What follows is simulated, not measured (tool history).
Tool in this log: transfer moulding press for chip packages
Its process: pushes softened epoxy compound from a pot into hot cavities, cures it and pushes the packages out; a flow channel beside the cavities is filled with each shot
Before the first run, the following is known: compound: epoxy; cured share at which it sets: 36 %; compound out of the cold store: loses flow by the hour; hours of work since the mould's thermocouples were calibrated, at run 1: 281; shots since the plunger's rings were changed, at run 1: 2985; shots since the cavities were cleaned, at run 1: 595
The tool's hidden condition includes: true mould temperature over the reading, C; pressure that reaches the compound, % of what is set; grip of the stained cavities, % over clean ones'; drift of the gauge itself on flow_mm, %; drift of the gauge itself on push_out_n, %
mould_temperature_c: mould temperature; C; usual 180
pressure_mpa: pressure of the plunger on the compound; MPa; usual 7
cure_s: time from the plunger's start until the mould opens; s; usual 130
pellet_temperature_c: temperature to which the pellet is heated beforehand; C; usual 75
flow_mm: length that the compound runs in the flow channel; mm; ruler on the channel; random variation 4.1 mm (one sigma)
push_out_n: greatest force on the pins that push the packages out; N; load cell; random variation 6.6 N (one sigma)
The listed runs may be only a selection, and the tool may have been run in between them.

| run | hour | mould_temperature_c | pressure_mpa | cure_s | pellet_temperature_c | hours of work since the mould's thermocouples were calibrated | shots since the plunger's rings were changed | shots since the cavities were cleaned | incoming compound's hours out of the cold store | flow_mm | push_out_n |
|---|---|---|---|---|---|---|---|---|---|---|---|
| 1 | 0 | 180 | 7 | 130 | 75 | 281 | 2985 | 595 | 46.4 | 787 | 370 |
|  | 8.9 | plunger's sealing rings changed |
|  | 40.5 | cavities cleaned with cleaning compound and waxed |
| 2 | 86.8 | 180 | 7 | 130 | 75 | 342 | 878 | 531 | 26.9 | 887 | 375 |
|  | 130.1 | cavities cleaned with cleaning compound and waxed |
| 3 | 178.7 | 180 | 7 | 130 | 75 | 408 | 1917 | 559 | 23.7 | 893 | 369 |
|  | 220.7 | cavities cleaned with cleaning compound and waxed |
| 4 | 225 | 180 | 7 | 130 | 75 | 441 | 2430 | 49 | 46.5 | 801 | 277 |
|  | 284.2 | plunger's sealing rings changed |
|  | 309.5 | cavities cleaned with cleaning compound and waxed |
| 5 | 314 | 180 | 7 | 130 | 75 | 503 | 326 | 52 | 19.4 | 928 | 308 |
|  | 328.4 | mould's thermocouples calibrated |
| 6 | 381.8 | 180 | 7 | 130 | 75 | 39 | 1082 | 808 | 46.1 | 807 | 369 |
|  | 398.3 | cavities cleaned with cleaning compound and waxed |
| 7 | 452.4 | 180 | 7 | 130 | 75 | 90 | 1876 | 622 | 19.2 | 914 | 368 |
|  | 486.6 | cavities cleaned with cleaning compound and waxed |
| 8 | 490.9 | 180 | 5.61 | 130 | 75 | 117 | 2300 | 49 | 43.4 | 722 | 280 |
|  | 559.5 | plunger's sealing rings changed |
| 9 | 559.5 | 180 | 5.61 | 130 | 76 | 165 | 0 | 808 | 36 | 761 | 381 |
|  | 578 | cavities cleaned with cleaning compound and waxed |
| 10 | 644.3 | 180 | 5.61 | 130 | 76 | 226 | 957 | 761 | 18.3 | 824 | 371 |
|  | 669.1 | cavities cleaned with cleaning compound and waxed |
| 11 | 699.1 | 180 | 7 | 130 | 75 | 265 | 1569 | 345 | 12.1 | 939 | 348 |
|  | 761.1 | cavities cleaned with cleaning compound and waxed |
| 12 | 772.4 | 180 | 6.04 | 130 | 75 | 317 | 2394 | 130 | 25.7 | 818 | 307 |
|  | 829.4 | plunger's sealing rings changed |
|  | 854.3 | cavities cleaned with cleaning compound and waxed |
| 13 | 855.8 | 180 | 7.48 | 130 | 75 | 375 | 286 | 18 | 23.5 | 929 | 279 |
|  | 939.6 | cavities cleaned with cleaning compound and waxed |
| 14 | 939.6 | 180 | 7.48 | 130 | 75 | 436 | 1231 | 0 | 32 | 889 | 273 |
| 15 | 997.7 | 180 | 5.24 | 130 | 75 | 478 | 1898 | 667 | 43.8 | 703 | 384 |
|  | 1024.6 | cavities cleaned with cleaning compound and waxed |
|  | 1045.7 | mould's thermocouples calibrated |
| 16 | 1080.1 | 180 | 5.24 | 130 | 75 | 25 | 2804 | 613 | 32.1 | 733 | 391 |
|  | 1103.4 | plunger's sealing rings changed |
|  | 1117.8 | cavities cleaned with cleaning compound and waxed |
| 17 | 1160.5 | 180 | 5.46 | 130 | 72 | 81 | 638 | 491 | 47.7 | 711 | 352 |
|  | 1203.3 | cavities cleaned with cleaning compound and waxed |
| 18 | 1219.4 | 175 | 5.61 | 130 | 72 | 123 | 1298 | 186 | 22.4 | 824 | 446 |
| 19 | 1275.6 | 180 | 8.5 | 130 | 72 | 164 | 1942 | 830 | 28.4 | 959 | 388 |
|  | 1294 | cavities cleaned with cleaning compound and waxed |
| 20 | 1358.3 | 181 | 7.47 | 154 | 75 | 223 | 2876 | 739 | 13.5 | 954 | 321 |
|  | 1376.7 | plunger's sealing rings changed |
|  | 1384.5 | cavities cleaned with cleaning compound and waxed |
| 21 | 1420.5 | 177 | 5.24 | 112 | 67 | 266 | 487 | 413 | 32.7 | 761 | 592 |
|  | 1472.7 | cavities cleaned with cleaning compound and waxed |
| 22 | 1492.2 | 187 | 7 | 130 | 83 | 317 | 1293 | 224 | 33 | 839 | 274 |
| 23 | 1535.8 | 182 | 5.38 | 130 | 75 | 349 | 1794 | 725 | 20.9 | 789 | 378 |
|  | 1563.9 | cavities cleaned with cleaning compound and waxed |
| 24 | 1602.2 | 181 | 7 | 130 | 75 | 397 | 2539 | 440 | 21.6 | 897 | 365 |

Here are 3 independent what-if runs from the current tool condition. What would each one return?
|  | 1650.5 | plunger's sealing rings changed |
|  | 1652 | cavities cleaned with cleaning compound and waxed |
| A | 1677.1 | 182 | 7 | 130 | 75 | 449 | 289 | 289 | 36.4 | ? | ? |
|  | 1650.5 | plunger's sealing rings changed |
|  | 1652 | cavities cleaned with cleaning compound and waxed |
| B | 1677.1 | 173 | 6.63 | 130 | 82 | 449 | 289 | 289 | 45.1 | ? | ? |
|  | 1650.5 | plunger's sealing rings changed |
|  | 1652 | cavities cleaned with cleaning compound and waxed |
| C | 1677.1 | 173 | 7 | 130 | 84 | 449 | 289 | 289 | 14.1 | ? | ? |

| run | flow_mm | push_out_n |
|---|---|---|
| A | 842 | 317 |
| B | 817 | 489 |
| C | 986 | 539 |
Without the tool's hidden state the same runs would have given:
| run | flow_mm | push_out_n |
|---|---|---|
| A | 842 | 244 |
| B | 817 | 360 |
| C | 985 | 396 |
